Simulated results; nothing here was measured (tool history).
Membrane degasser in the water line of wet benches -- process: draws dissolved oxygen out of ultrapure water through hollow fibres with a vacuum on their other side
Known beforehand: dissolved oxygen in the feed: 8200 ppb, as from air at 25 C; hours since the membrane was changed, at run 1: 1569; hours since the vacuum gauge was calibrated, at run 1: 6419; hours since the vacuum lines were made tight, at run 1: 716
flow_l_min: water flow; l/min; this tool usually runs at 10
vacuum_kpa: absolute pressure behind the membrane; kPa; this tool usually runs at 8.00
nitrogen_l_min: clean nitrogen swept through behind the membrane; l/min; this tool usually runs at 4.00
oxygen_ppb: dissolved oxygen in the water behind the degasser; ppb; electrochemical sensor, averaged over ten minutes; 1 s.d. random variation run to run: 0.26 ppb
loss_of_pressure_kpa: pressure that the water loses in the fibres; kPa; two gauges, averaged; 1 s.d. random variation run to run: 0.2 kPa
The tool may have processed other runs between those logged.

run,hour,flow_l_min,vacuum_kpa,nitrogen_l_min,hours since the membrane was changed,hours since the vacuum gauge was calibrated,hours since the vacuum lines were made tight,oxygen_ppb,loss_of_pressure_kpa
1,0.0,10,8.00,4.00,1569,6419,716,33.0,45.17
2,131.7,10,8.00,3.82,1701,6550,847,34.8,45.12
3,218.7,8,8.00,3.82,1787,6637,934,27.3,36.15
4,340.8,10,8.00,4.00,1910,6759,1056,33.2,45.09
5,465.1,9,8.00,4.00,2034,6884,1181,30.0,40.80
6,600.0,10,5.12,4.00,2169,7019,1316,15.5,45.46
7,691.4,13,8.00,4.00,2260,7110,1407,45.4,58.62
8,811.3,13,8.00,4.00,2380,7230,1527,45.5,58.78
9,870.2,10,8.00,4.00,2439,7289,1586,34.0,45.21
10,996.1,10,8.00,4.00,2565,7415,1712,33.7,45.45
11,1095.9,10,8.00,4.00,2665,7515,1812,33.8,45.15
12,1207.3,10,8.00,4.00,2776,7626,1923,33.6,45.15
13,1313.5,10,8.00,4.00,2882,7732,2029,33.5,45.09
# hour 1391.9: vacuum gauge calibrated
14,1427.2,10,8.00,4.00,2996,35,2142,31.4,45.29
15,1509.2,10,8.00,4.00,3078,117,2224,31.8,45.43
16,1623.7,10,8.00,4.00,3192,232,2339,31.6,45.07
17,1709.4,11,8.00,4.00,3278,318,2425,36.1,50.10
18,1795.5,8,10.76,8.84,3364,404,2511,18.4,36.25
19,1858.2,9,8.00,8.42,3427,466,2573,14.5,40.74

Run 20, settings as shown, results not yet in. Your forecast:
20,1939.4,10,5.99,2.84,3508,548,2655,?,?

oxygen_ppb: 26.7 ppb
loss_of_pressure_kpa: 45.56 kPa
If the tool had no hidden condition, the same run with the same run-to-run variation would have returned oxygen_ppb 26.0 ppb, loss_of_pressure_kpa 44.86 kPa.
